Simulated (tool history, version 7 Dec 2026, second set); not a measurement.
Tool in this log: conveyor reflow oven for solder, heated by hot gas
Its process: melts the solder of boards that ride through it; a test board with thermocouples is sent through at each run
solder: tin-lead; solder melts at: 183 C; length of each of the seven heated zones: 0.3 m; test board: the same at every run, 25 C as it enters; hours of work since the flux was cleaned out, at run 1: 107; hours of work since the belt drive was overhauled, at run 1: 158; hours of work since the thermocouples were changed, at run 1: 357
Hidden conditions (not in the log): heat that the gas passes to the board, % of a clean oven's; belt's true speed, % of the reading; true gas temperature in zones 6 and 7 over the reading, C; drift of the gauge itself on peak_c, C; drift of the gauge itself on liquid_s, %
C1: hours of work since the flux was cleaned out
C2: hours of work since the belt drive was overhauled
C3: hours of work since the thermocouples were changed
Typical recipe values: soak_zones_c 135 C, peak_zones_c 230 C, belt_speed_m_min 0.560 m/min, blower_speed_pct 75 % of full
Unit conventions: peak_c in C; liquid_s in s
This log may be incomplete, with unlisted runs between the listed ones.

run 1 hour=0.0 | soak_zones_c=135 peak_zones_c=230 belt_speed_m_min=0.560 blower_speed_pct=75 | C1=107 C2=158 C3=357 | peak_c=211.0 liquid_s=43.4
run 2 hour=43.6 | soak_zones_c=135 peak_zones_c=230 belt_speed_m_min=0.653 blower_speed_pct=75 | C1=126 C2=177 C3=376 | peak_c=205.6 liquid_s=32.3
run 3 hour=67.7 | soak_zones_c=135 peak_zones_c=230 belt_speed_m_min=0.653 blower_speed_pct=75 | C1=136 C2=187 C3=387 | peak_c=206.2 liquid_s=32.2
run 4 hour=112.9 | soak_zones_c=135 peak_zones_c=230 belt_speed_m_min=0.653 blower_speed_pct=75 | C1=155 C2=207 C3=406 | peak_c=206.0 liquid_s=31.7
run 5 hour=142.0 | soak_zones_c=135 peak_zones_c=230 belt_speed_m_min=0.661 blower_speed_pct=75 | C1=168 C2=219 C3=419 | peak_c=205.5 liquid_s=30.8
run 6 hour=170.2 | soak_zones_c=135 peak_zones_c=230 belt_speed_m_min=0.661 blower_speed_pct=75 | C1=180 C2=231 C3=431 | peak_c=205.0 liquid_s=31.1
run 7 hour=195.6 | soak_zones_c=135 peak_zones_c=230 belt_speed_m_min=0.661 blower_speed_pct=75 | C1=191 C2=242 C3=442 | peak_c=204.7 liquid_s=30.1
run 8 hour=233.1 | soak_zones_c=135 peak_zones_c=230 belt_speed_m_min=0.661 blower_speed_pct=75 | C1=207 C2=259 C3=458 | peak_c=205.2 liquid_s=31.0
run 9 hour=268.4 | soak_zones_c=135 peak_zones_c=230 belt_speed_m_min=0.661 blower_speed_pct=75 | C1=223 C2=274 C3=473 | peak_c=204.6 liquid_s=30.0
run 10 hour=311.7 | soak_zones_c=135 peak_zones_c=230 belt_speed_m_min=0.661 blower_speed_pct=75 | C1=241 C2=293 C3=492 | peak_c=204.8 liquid_s=30.3
run 11 hour=360.2 | soak_zones_c=135 peak_zones_c=230 belt_speed_m_min=0.661 blower_speed_pct=75 | C1=262 C2=314 C3=513 | peak_c=204.6 liquid_s=30.4
run 12 hour=397.7 | soak_zones_c=135 peak_zones_c=230 belt_speed_m_min=0.661 blower_speed_pct=75 | C1=279 C2=330 C3=529 | peak_c=204.3 liquid_s=29.7
run 13 hour=435.9 | soak_zones_c=135 peak_zones_c=224 belt_speed_m_min=0.661 blower_speed_pct=75 | C1=295 C2=346 C3=546 | peak_c=199.2 liquid_s=25.7
run 14 hour=482.2 | soak_zones_c=135 peak_zones_c=224 belt_speed_m_min=0.661 blower_speed_pct=75 | C1=315 C2=366 C3=566 | peak_c=199.2 liquid_s=24.8
run 15 hour=524.2 | soak_zones_c=135 peak_zones_c=224 belt_speed_m_min=0.661 blower_speed_pct=75 | C1=333 C2=385 C3=584 | peak_c=199.4 liquid_s=24.3
run 16 hour=559.9 | soak_zones_c=135 peak_zones_c=224 belt_speed_m_min=0.661 blower_speed_pct=75 | C1=349 C2=400 C3=600 | peak_c=198.2 liquid_s=24.2
run 17 hour=588.8 | soak_zones_c=127 peak_zones_c=230 belt_speed_m_min=0.560 blower_speed_pct=77 | C1=361 C2=412 C3=612 | peak_c=207.5 liquid_s=38.8
run 18 hour=624.7 | soak_zones_c=129 peak_zones_c=225 belt_speed_m_min=0.560 blower_speed_pct=77 | C1=377 C2=428 C3=628 | peak_c=204.6 liquid_s=35.3
run 19 hour=669.0 | soak_zones_c=129 peak_zones_c=225 belt_speed_m_min=0.560 blower_speed_pct=77 | C1=396 C2=447 C3=647 | peak_c=203.3 liquid_s=35.0
run 20 hour=703.2 | soak_zones_c=141 peak_zones_c=224 belt_speed_m_min=0.654 blower_speed_pct=72 | C1=411 C2=462 C3=661 | peak_c=200.5 liquid_s=26.1
run 21 hour=736.4 | soak_zones_c=135 peak_zones_c=231 belt_speed_m_min=0.595 blower_speed_pct=58 | C1=425 C2=476 C3=676 | peak_c=200.9 liquid_s=29.3
run 22 hour=776.9 | soak_zones_c=135 peak_zones_c=231 belt_speed_m_min=0.595 blower_speed_pct=58 | C1=443 C2=494 C3=693 | peak_c=201.7 liquid_s=29.9
run 23 hour=810.2 | soak_zones_c=135 peak_zones_c=219 belt_speed_m_min=0.603 blower_speed_pct=75 | C1=457 C2=508 C3=708 | peak_c=197.4 liquid_s=25.5

Below are 3 alternative next runs, each starting from the tool's condition after run 23. Predict each:
run A hour=851.3 | soak_zones_c=121 peak_zones_c=231 belt_speed_m_min=0.460 blower_speed_pct=75 | C1=475 C2=526 C3=725 | peak_c=? liquid_s=?
run B hour=851.3 | soak_zones_c=135 peak_zones_c=230 belt_speed_m_min=0.663 blower_speed_pct=56 | C1=475 C2=526 C3=725 | peak_c=? liquid_s=?
run C hour=851.3 | soak_zones_c=135 peak_zones_c=242 belt_speed_m_min=0.614 blower_speed_pct=75 | C1=475 C2=526 C3=725 | peak_c=? liquid_s=?

run=A peak_c=212.9 liquid_s=50.6
run=B peak_c=194.4 liquid_s=18.3
run=C peak_c=213.9 liquid_s=40.8
Stripped of hidden state, with their random variation kept, the same runs would have yielded:
run=A peak_c=218.4 liquid_s=55.4
run=B peak_c=200.0 liquid_s=25.0
run=C peak_c=220.5 liquid_s=44.9
